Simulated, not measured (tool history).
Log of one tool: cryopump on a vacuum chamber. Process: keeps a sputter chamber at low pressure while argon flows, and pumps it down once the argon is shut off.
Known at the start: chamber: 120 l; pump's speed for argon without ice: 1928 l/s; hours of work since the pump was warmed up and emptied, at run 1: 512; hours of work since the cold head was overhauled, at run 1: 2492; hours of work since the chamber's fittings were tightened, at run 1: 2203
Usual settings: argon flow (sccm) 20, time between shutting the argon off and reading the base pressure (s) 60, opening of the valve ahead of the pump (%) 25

run     day  argon flow (sccm)  time between shutting the argon off and reading the base pressure (s)  opening of the valve ahead of the pump (%)  hours of work since the pump was warmed up and emptied  hours of work since the cold head was overhauled  hours of work since the chamber's fittings were tightened  pressure while argon flows (Pa)  pressure after the wait (uPa)
  1   0.000                 20                                                                     60                                          25                                                     512                                              2492                                                       2203                           0.0750                           1.34
  2   1.975                 20                                                                     60                                          25                                                     551                                              2531                                                       2242                           0.0749                           1.38
  3   5.421                 20                                                                     60                                          25                                                     619                                              2598                                                       2309                           0.0755                           1.39
  4   7.846                 20                                                                     60                                          25                                                     666                                              2646                                                       2357                           0.0761                           1.52
  5  10.592                 20                                                                     60                                          25                                                     720                                              2700                                                       2411                           0.0769                           1.49
  6  13.521                 20                                                                     60                                          25                                                     777                                              2757                                                       2468                           0.0768                           1.58
  7  16.300                 20                                                                     60                                          25                                                     832                                              2812                                                       2523                           0.0773                           1.62
  8  19.017                 20                                                                     60                                          25                                                     885                                              2865                                                       2576                           0.0770                           1.65
     21.988  -- pump warmed up, emptied and cooled again
  9  22.621                 20                                                                     60                                          25                                                      12                                              2931                                                       2642                           0.0718                           1.30
 10  24.588                 20                                                                     60                                          25                                                      51                                              2970                                                       2681                           0.0711                           1.32
 11  27.146                 20                                                                     60                                          39                                                     101                                              3020                                                       2731                           0.0458                           1.33
 12  29.912                 20                                                                     60                                          25                                                     155                                              3074                                                       2785                           0.0713                           1.42
 13  31.400                 20                                                                     60                                          25                                                     185                                              3103                                                       2815                           0.0736                           1.41
 14  33.129                 20                                                                     60                                          53                                                     218                                              3137                                                       2848                           0.0344                           1.52
 15  34.808                 20                                                                     60                                          58                                                     251                                              3170                                                       2881                           0.0322                           1.47
 16  37.546                 20                                                                     60                                          25                                                     305                                              3224                                                       2935                           0.0726                           1.55
 17  39.425                 20                                                                     60                                          25                                                     342                                              3261                                                       2972                           0.0736                           1.52
 18  42.642                 20                                                                     60                                          25                                                     405                                              3324                                                       3035                           0.0733                           1.63
 19  44.225                 23                                                                    158                                          25                                                     436                                              3355                                                       3066                           0.0845                           1.44
 20  47.479                 23                                                                    158                                          25                                                     500                                              3419                                                       3130                           0.0853                           1.50
     48.171  -- leaking fittings of the chamber tightened, without venting
 21  50.488                 20                                                                    104                                          51                                                     557                                              3476                                                         45                           0.0395                           0.36
 22  53.283                 20                                                                     51                                          43                                                     612                                              3531                                                        100                           0.0454                           0.54
 23  56.225                 13                                                                     60                                          25                                                     670                                              3588                                                        158                           0.0494                           0.59
 24  58.771                 18                                                                    201                                          25                                                     719                                              3638                                                        208                           0.0683                           0.42
 25  60.346                 18                                                                    201                                          25                                                     750                                              3669                                                        239                           0.0696                           0.41
 26  61.779                 18                                                                    201                                          25                                                     778                                              3697                                                        267                           0.0694                           0.43
 27  63.308                 20                                                                     39                                          25                                                     808                                              3727                                                        297                           0.0774                           0.82
 28  66.083                 32                                                                     60                                          25                                                     863                                              3782                                                        351                           0.1239                           0.66
 29  69.362                 21                                                                     26                                          25                                                     927                                              3846                                                        415                           0.0822                           1.07
     70.096  -- pump warmed up, emptied and cooled again
 30  72.912                 24                                                                    293                                          38                                                      55                                              3911                                                        481                           0.0567                           0.41
 31  75.600                 24                                                                    293                                          38                                                     108                                              3964                                                        534                           0.0575                           0.43
 32  78.867                 24                                                                    293                                          38                                                     172                                              4028                                                        598                           0.0583                           0.46
 33  80.462                 20                                                                     55                                          25                                                     203                                              4060                                                        629                           0.0725                           0.73
 34  83.496                 20                                                                     55                                          25                                                     263                                              4119                                                        688                           0.0731                           0.73
 35  85.588                 20                                                                     55                                          25                                                     304                                              4160                                                        729                           0.0729                           0.76

The same runs without the tool's hidden state, with the same run-to-run variation:
The hidden state here: pump's speed, % of a pump's without ice; cold plate's temperature, K; leak into the chamber, uPa l/s; drift of the gauge itself on working_pa, %; drift of the gauge itself on base_upa, %.
run  pressure while argon flows (Pa)  pressure after the wait (uPa)
  1                           0.0708                           0.41
  2                           0.0703                           0.42
  3                           0.0704                           0.40
  4                           0.0704                           0.44
  5                           0.0708                           0.39
  6                           0.0701                           0.42
  7                           0.0699                           0.39
  8                           0.0692                           0.39
  9                           0.0710                           0.41
 10                           0.0701                           0.39
 11                           0.0445                           0.38
 12                           0.0697                           0.42
 13                           0.0718                           0.41
 14                           0.0324                           0.43
 15                           0.0300                           0.41
 16                           0.0700                           0.45
 17                           0.0707                           0.40
 18                           0.0699                           0.42
 19                           0.0802                           0.25
 20                           0.0804                           0.24
 21                           0.0347                           0.28
 22                           0.0401                           0.43
 23                           0.0457                           0.45
 24                           0.0627                           0.25
 25                           0.0637                           0.22
 26                           0.0632                           0.22
 27                           0.0702                           0.59
 28                           0.1114                           0.41
 29                           0.0732                           0.77
 30                           0.0554                           0.22
 31                           0.0558                           0.21
 32                           0.0561                           0.22
 33                           0.0704                           0.47
 34                           0.0705                           0.44
 35                           0.0701                           0.46
